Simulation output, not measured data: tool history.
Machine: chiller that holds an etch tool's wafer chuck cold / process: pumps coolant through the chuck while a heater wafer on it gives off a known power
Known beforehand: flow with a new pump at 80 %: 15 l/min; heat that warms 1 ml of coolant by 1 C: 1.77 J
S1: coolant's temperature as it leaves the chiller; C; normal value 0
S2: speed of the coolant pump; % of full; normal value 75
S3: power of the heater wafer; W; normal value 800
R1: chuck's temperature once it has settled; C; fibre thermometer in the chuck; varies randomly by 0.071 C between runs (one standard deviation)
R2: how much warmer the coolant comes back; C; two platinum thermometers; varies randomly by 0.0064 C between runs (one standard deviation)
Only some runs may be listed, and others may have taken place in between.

run,hour,S1,S2,S3,R1,R2
1,0,0,75,800,4.9,1.923
2,22.5,0,75,800,4.79,1.927
3,42.7,0,75,800,4.86,1.922
4,74.9,0,75,800,4.82,1.922
5,100.4,0,75,800,4.84,1.923
6,138.4,0,75,986,5.89,2.365
7,154.3,-6,75,800,-1.06,1.925
8,171.2,8,75,800,12.73,1.922
9,197.4,8,75,800,12.8,1.932
10,219.5,0,75,974,5.87,2.344
11,253.6,0,75,974,5.86,2.334
12,275.9,3,75,800,7.84,1.933
13,307.8,3,75,800,7.77,1.935
14,336.3,0,75,800,4.61,1.931
15,354,0,75,800,4.79,1.918
16,387.7,0,75,800,4.72,1.921
17,405.1,0,75,800,4.7,1.917
18,433.4,0,75,800,4.91,1.929
19,457.5,0,88,800,4.13,1.636
20,491.5,0,88,849,4.56,1.757
21,521.1,0,88,849,4.64,1.77
22,538.5,9,62,1136,16.67,3.28
23,559.1,-6,75,794,-1.38,1.902
24,575.8,8,81,862,12.77,1.926
25,612.5,-10,91,525,-7.37,1.054
26,631.4,3,69,664,6.95,1.732
27,654,3,69,664,7.12,1.733
28,687.5,3,69,664,6.96,1.715
29,703.7,2,82,1016,7.55,2.239
30,731.6,-5,62,430,-2.36,1.241
31,767,0,75,501,2.77,1.189
32,800.8,10,68,487,12.67,1.293

Below, some changes in R1 between adjacent runs. For each, the amount present without the hidden state too (settings, incoming material, random variation) and the amount remaining for the hidden state with gauge scatter not shared by both compared results:
Hidden state present: heat passed by the chuck's channels, % of clean ones'; flow at a given pump speed, % of a new pump's; coolant's true temperature over the reading, C; drift of the gauge itself on chuck_c, C; drift of the gauge itself on warmer_back_c, C.
Run 8 -> 9: settings left as they were, no log entry in between. R1 +0.07 C: hidden state -0.02, all else +0.09.
Run 10 -> 11: settings left as they were, no log entry in between. R1 -0.01 C: hidden state -0.02, all else +0.01.
Run 16 -> 17: settings left as they were, no log entry in between. R1 -0.02 C: hidden state -0.02, all else +0.
Run 22 -> 23: S1 9 -> -6, S2 62 -> 75, S3 1136 -> 794. R1 -18.05 C: hidden state +0, all else -18.05.
Run 24 -> 25: S1 8 -> -10, S2 81 -> 91, S3 862 -> 525. R1 -20.14 C: hidden state -0.02, all else -20.12.
Run 25 -> 26: S1 -10 -> 3, S2 91 -> 69, S3 525 -> 664. R1 +14.32 C: hidden state -0.01, all else +14.33.

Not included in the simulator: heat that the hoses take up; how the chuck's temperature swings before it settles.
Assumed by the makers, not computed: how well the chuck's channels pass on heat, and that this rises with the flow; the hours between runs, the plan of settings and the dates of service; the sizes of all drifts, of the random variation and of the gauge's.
